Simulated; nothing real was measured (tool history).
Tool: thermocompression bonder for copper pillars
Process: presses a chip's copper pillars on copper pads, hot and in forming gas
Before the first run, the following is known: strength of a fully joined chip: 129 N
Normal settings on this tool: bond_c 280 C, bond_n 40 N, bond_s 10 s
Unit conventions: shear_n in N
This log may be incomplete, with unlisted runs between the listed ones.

Run 1, hour 0.0: usual settings. Result: shear_n 62.3 N.
Run 2, hour 70.0: usual settings but bond_n 25 N. Result: shear_n 45.5 N.
Run 3, hour 122.6: usual settings but bond_n 25 N. Result: shear_n 46.2 N.
Run 4, hour 174.3: usual settings but bond_n 25 N. Result: shear_n 45.3 N.
Run 5, hour 238.1: usual settings but bond_n 39 N. Result: shear_n 60.7 N.
At hour 288.6: forming gas filter changed.
Run 6, hour 293.8: usual settings but bond_n 39 N, bond_s 16 s. Result: shear_n 76.1 N.
Run 7, hour 350.2: usual settings but bond_n 39 N, bond_s 16 s. Result: shear_n 75.6 N.
Run 8, hour 379.4: usual settings but bond_n 39 N, bond_s 16 s. Result: shear_n 75.0 N.
Run 9, hour 425.0: usual settings but bond_n 39 N, bond_s 16 s. Result: shear_n 73.5 N.
Run 10, hour 492.2: usual settings but bond_n 57 N, bond_s 23 s. Result: shear_n 98.0 N.
Run 11, hour 543.5: usual settings but bond_n 57 N, bond_s 23 s. Result: shear_n 98.0 N.
Run 12, hour 593.6: usual settings but bond_n 29 N, bond_s 20 s. Result: shear_n 64.9 N.
Run 13, hour 644.9: usual settings but bond_c 294 C, bond_n 29 N, bond_s 20 s. Result: shear_n 72.7 N.
Run 14, hour 687.4: usual settings but bond_c 294 C, bond_n 29 N, bond_s 20 s. Result: shear_n 69.9 N.
Run 15, hour 719.1: usual settings but bond_c 294 C, bond_n 29 N, bond_s 20 s. Result: shear_n 69.8 N.
Run 16, hour 782.6: usual settings but bond_c 265 C, bond_n 58 N, bond_s 23 s. Result: shear_n 86.8 N.
At hour 812.0: force cell calibrated.
Run 17, hour 829.6: usual settings but bond_c 265 C, bond_n 48 N, bond_s 23 s. Result: shear_n 82.8 N.
At hour 862.1: heater calibrated with a thermocouple chip.
Run 18, hour 889.8: usual settings but bond_c 265 C, bond_n 48 N, bond_s 23 s. Result: shear_n 84.6 N.

Hidden state or all else? Some run-to-run changes of shear_n, split into what the settings, what came in and random variation would give without the hidden state, and what is left for the hidden state (with any gauge scatter that isn't in both results):
The hidden state here: true temperature of the bond over the reading, C; force that reaches the chip, % of what is set; oxide that the forming gas leaves, % of the face; drift of the gauge itself on shear_n, %.
Run 11 -> 12: bond_n 57 -> 29, bond_s 23 -> 20. shear_n -33.1 N: hidden state -0.2, all else -32.9.
Run 16 -> 17: bond_n 58 -> 48, force cell calibrated. shear_n -4.0 N: hidden state +4.0, all else -8.0.

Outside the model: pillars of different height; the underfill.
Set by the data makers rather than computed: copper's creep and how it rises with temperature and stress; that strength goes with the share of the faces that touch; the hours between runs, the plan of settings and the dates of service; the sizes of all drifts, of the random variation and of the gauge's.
